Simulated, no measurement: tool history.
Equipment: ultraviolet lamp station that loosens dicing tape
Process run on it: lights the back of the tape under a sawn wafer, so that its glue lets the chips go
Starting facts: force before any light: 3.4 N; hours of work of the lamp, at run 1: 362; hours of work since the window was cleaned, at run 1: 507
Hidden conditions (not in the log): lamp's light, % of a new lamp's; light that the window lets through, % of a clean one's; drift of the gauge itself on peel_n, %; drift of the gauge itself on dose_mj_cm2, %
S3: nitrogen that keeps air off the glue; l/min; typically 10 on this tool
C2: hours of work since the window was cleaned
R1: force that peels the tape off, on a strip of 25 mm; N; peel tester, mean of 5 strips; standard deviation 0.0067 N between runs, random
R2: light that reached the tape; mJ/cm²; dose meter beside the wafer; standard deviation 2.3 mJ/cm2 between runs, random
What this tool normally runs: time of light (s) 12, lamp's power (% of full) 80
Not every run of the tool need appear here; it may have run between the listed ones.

{"run": 1, "hour": 0.0, "time of light (s)": 12, "lamp's power (% of full)": 80, "S3": 10, "hours of work of the lamp": 362, "C2": 507, "R1": 0.47, "R2": 161}
{"hour": 35.0, "done": "window cleaned of glue's vapour"}
{"run": 2, "hour": 45.8, "time of light (s)": 12, "lamp's power (% of full)": 80, "S3": 10, "hours of work of the lamp": 388, "C2": 6, "R1": 0.566, "R2": 139}
{"run": 3, "hour": 90.5, "time of light (s)": 12, "lamp's power (% of full)": 80, "S3": 10, "hours of work of the lamp": 412, "C2": 31, "R1": 0.591, "R2": 135}
{"run": 4, "hour": 126.7, "time of light (s)": 12, "lamp's power (% of full)": 80, "S3": 10, "hours of work of the lamp": 433, "C2": 51, "R1": 0.594, "R2": 137}
{"run": 5, "hour": 174.9, "time of light (s)": 12, "lamp's power (% of full)": 80, "S3": 10, "hours of work of the lamp": 460, "C2": 78, "R1": 0.66, "R2": 134}
{"run": 6, "hour": 212.1, "time of light (s)": 12, "lamp's power (% of full)": 66, "S3": 10, "hours of work of the lamp": 480, "C2": 99, "R1": 0.917, "R2": 109}
{"run": 7, "hour": 260.0, "time of light (s)": 12, "lamp's power (% of full)": 81, "S3": 10, "hours of work of the lamp": 507, "C2": 125, "R1": 0.709, "R2": 129}
{"run": 8, "hour": 291.4, "time of light (s)": 12, "lamp's power (% of full)": 81, "S3": 10, "hours of work of the lamp": 524, "C2": 143, "R1": 0.718, "R2": 124}
{"run": 9, "hour": 326.2, "time of light (s)": 12, "lamp's power (% of full)": 81, "S3": 10, "hours of work of the lamp": 544, "C2": 162, "R1": 0.729, "R2": 123}
{"hour": 329.9, "done": "window cleaned of glue's vapour, once more"}
{"run": 10, "hour": 366.3, "time of light (s)": 12, "lamp's power (% of full)": 81, "S3": 10, "hours of work of the lamp": 566, "C2": 20, "R1": 0.502, "R2": 149}
{"run": 11, "hour": 396.2, "time of light (s)": 12, "lamp's power (% of full)": 81, "S3": 10, "hours of work of the lamp": 583, "C2": 37, "R1": 0.537, "R2": 149}
{"run": 12, "hour": 439.1, "time of light (s)": 12, "lamp's power (% of full)": 81, "S3": 10, "hours of work of the lamp": 606, "C2": 61, "R1": 0.577, "R2": 144}
{"run": 13, "hour": 481.1, "time of light (s)": 12, "lamp's power (% of full)": 81, "S3": 10, "hours of work of the lamp": 630, "C2": 84, "R1": 0.577, "R2": 143}
{"run": 14, "hour": 508.8, "time of light (s)": 22, "lamp's power (% of full)": 79, "S3": 18, "hours of work of the lamp": 645, "C2": 100, "R1": 0.147, "R2": 244}
{"run": 15, "hour": 529.2, "time of light (s)": 16, "lamp's power (% of full)": 73, "S3": 4, "hours of work of the lamp": 657, "C2": 111, "R1": 0.697, "R2": 159}
{"hour": 562.1, "done": "lamp changed"}
{"run": 16, "hour": 577.9, "time of light (s)": 24, "lamp's power (% of full)": 69, "S3": 6, "hours of work of the lamp": 9, "C2": 138, "R1": 0.111, "R2": 372}
{"run": 17, "hour": 598.3, "time of light (s)": 12, "lamp's power (% of full)": 80, "S3": 10, "hours of work of the lamp": 20, "C2": 149, "R1": 0.26, "R2": 214}
{"run": 18, "hour": 642.4, "time of light (s)": 12, "lamp's power (% of full)": 65, "S3": 5, "hours of work of the lamp": 45, "C2": 174, "R1": 0.54, "R2": 171}
{"run": 19, "hour": 675.8, "time of light (s)": 10, "lamp's power (% of full)": 71, "S3": 5, "hours of work of the lamp": 63, "C2": 192, "R1": 0.677, "R2": 154}
{"run": 20, "hour": 720.5, "time of light (s)": 8, "lamp's power (% of full)": 71, "S3": 13, "hours of work of the lamp": 88, "C2": 217, "R1": 0.649, "R2": 126}
{"run": 21, "hour": 747.6, "time of light (s)": 9, "lamp's power (% of full)": 80, "S3": 17, "hours of work of the lamp": 103, "C2": 232, "R1": 0.417, "R2": 154}
{"run": 22, "hour": 791.9, "time of light (s)": 12, "lamp's power (% of full)": 80, "S3": 4, "hours of work of the lamp": 128, "C2": 257, "R1": 0.493, "R2": 197}
{"run": 23, "hour": 820.5, "time of light (s)": 6, "lamp's power (% of full)": 60, "S3": 4, "hours of work of the lamp": 144, "C2": 273, "R1": 1.601, "R2": 72}
{"run": 24, "hour": 842.4, "time of light (s)": 6, "lamp's power (% of full)": 60, "S3": 4, "hours of work of the lamp": 156, "C2": 285, "R1": 1.67, "R2": 72}
{"run": 25, "hour": 873.0, "time of light (s)": 6, "lamp's power (% of full)": 60, "S3": 4, "hours of work of the lamp": 173, "C2": 302, "R1": 1.622, "R2": 68}
{"run": 26, "hour": 899.1, "time of light (s)": 7, "lamp's power (% of full)": 74, "S3": 4, "hours of work of the lamp": 188, "C2": 317, "R1": 1.203, "R2": 102}

Alternative continuations, all from the tool just after run 26; predict every row:
{"run": "A", "hour": 929.0, "time of light (s)": 12, "lamp's power (% of full)": 64, "S3": 10, "hours of work of the lamp": 204, "C2": 333, "R1": "?", "R2": "?"}
{"run": "B", "hour": 929.0, "time of light (s)": 15, "lamp's power (% of full)": 94, "S3": 4, "hours of work of the lamp": 204, "C2": 333, "R1": "?", "R2": "?"}
{"run": "C", "hour": 929.0, "time of light (s)": 7, "lamp's power (% of full)": 98, "S3": 19, "hours of work of the lamp": 204, "C2": 333, "R1": "?", "R2": "?"}
{"run": "D", "hour": 929.0, "time of light (s)": 7, "lamp's power (% of full)": 80, "S3": 3, "hours of work of the lamp": 204, "C2": 333, "R1": "?", "R2": "?"}
{"run": "E", "hour": 929.0, "time of light (s)": 10, "lamp's power (% of full)": 80, "S3": 10, "hours of work of the lamp": 204, "C2": 333, "R1": "?", "R2": "?"}

run=A R1=0.540 R2=145
run=B R1=0.265 R2=265
run=C R1=0.533 R2=130
run=D R1=1.223 R2=107
run=E R1=0.485 R2=153
Without the tool's hidden state the same runs would have given:
run=A R1=0.360 R2=180
run=B R1=0.164 R2=330
run=C R1=0.355 R2=162
run=D R1=0.969 R2=132
run=E R1=0.318 R2=190
